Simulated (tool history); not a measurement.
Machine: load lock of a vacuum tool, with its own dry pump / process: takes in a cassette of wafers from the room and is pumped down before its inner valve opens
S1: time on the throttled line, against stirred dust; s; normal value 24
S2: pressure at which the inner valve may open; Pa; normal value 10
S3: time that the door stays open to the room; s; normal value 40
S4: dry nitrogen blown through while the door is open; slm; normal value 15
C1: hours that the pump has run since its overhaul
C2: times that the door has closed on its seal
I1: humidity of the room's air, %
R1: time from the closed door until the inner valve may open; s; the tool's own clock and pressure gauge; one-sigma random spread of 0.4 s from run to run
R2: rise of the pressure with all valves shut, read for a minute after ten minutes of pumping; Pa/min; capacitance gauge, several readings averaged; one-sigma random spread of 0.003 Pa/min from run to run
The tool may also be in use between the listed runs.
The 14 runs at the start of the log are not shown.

run	hour	S1	S2	S3	S4	C1	C2	I1	R1	R2
15	4213.4	24	11	40	15	482	23708	44.3	44.4	0.125
16	4417.2	24	11	40	15	686	24000	44.5	44.2	0.133
17	4801.2	24	11	40	15	1070	24549	43.7	45.1	0.136
18	5010.4	24	11	40	15	1279	24849	46.6	44.5	0.141
19	5408.1	14	16	40	25	1677	25418	45.3	36	0.132
20	5769.4	38	16	40	25	2038	25935	44.1	52.8	0.142
21	6093	24	10	151	13	2362	26399	43.6	44.2	0.175
22	6478.5	24	19	40	15	2747	26950	46.5	43	0.155
23	6861.2	32	10	56	21	3130	27498	43.8	50.5	0.154
24	7180.6	32	10	56	21	3449	27956	45.9	49.7	0.158
25	7576.1	32	10	56	21	3845	28522	44.6	51.4	0.166
26	7952.1	40	8	189	32	4221	29060	46.1	57	0.179
27	8280.6	17	11	40	36	4549	29530	46.9	39.5	0.167
28	8617.7	17	18	40	7	4886	30013	46.1	38.5	0.182
29	8886.7	17	18	40	7	5155	30398	47.3	38.6	0.192
30	9282.9	24	10	40	10	5552	30965	46	45.2	0.193
31	9674.1	24	10	43	9	5943	31525	45.8	44.8	0.193
32	9980	24	10	50	15	6249	31963	46.8	44.9	0.19
33	10406	29	10	106	15	6675	32573	43.1	48.9	0.206
34	10790.6	29	10	106	15	7059	33123	48.3	48.6	0.216
35	11187.4	29	10	106	15	7456	33691	46.3	48.6	0.215
36	11421.7	29	10	106	15	7690	34027	45.8	50.1	0.221

Predict each of these 3 candidate next runs independently; none follows another, all start after run 36:
A	11605.8	47	8	78	15	7874	34290	42.3	?	?
B	11605.8	29	16	106	15	7874	34290	45.5	?	?
C	11605.8	29	10	57	15	7874	34290	44.8	?	?

run	R1	R2
A	63.3	0.218
B	47.7	0.222
C	48.8	0.208
Without the tool's hidden state the same runs would have given:
run	R1	R2
A	62.6	0.033
B	46.9	0.037
C	47.9	0.025
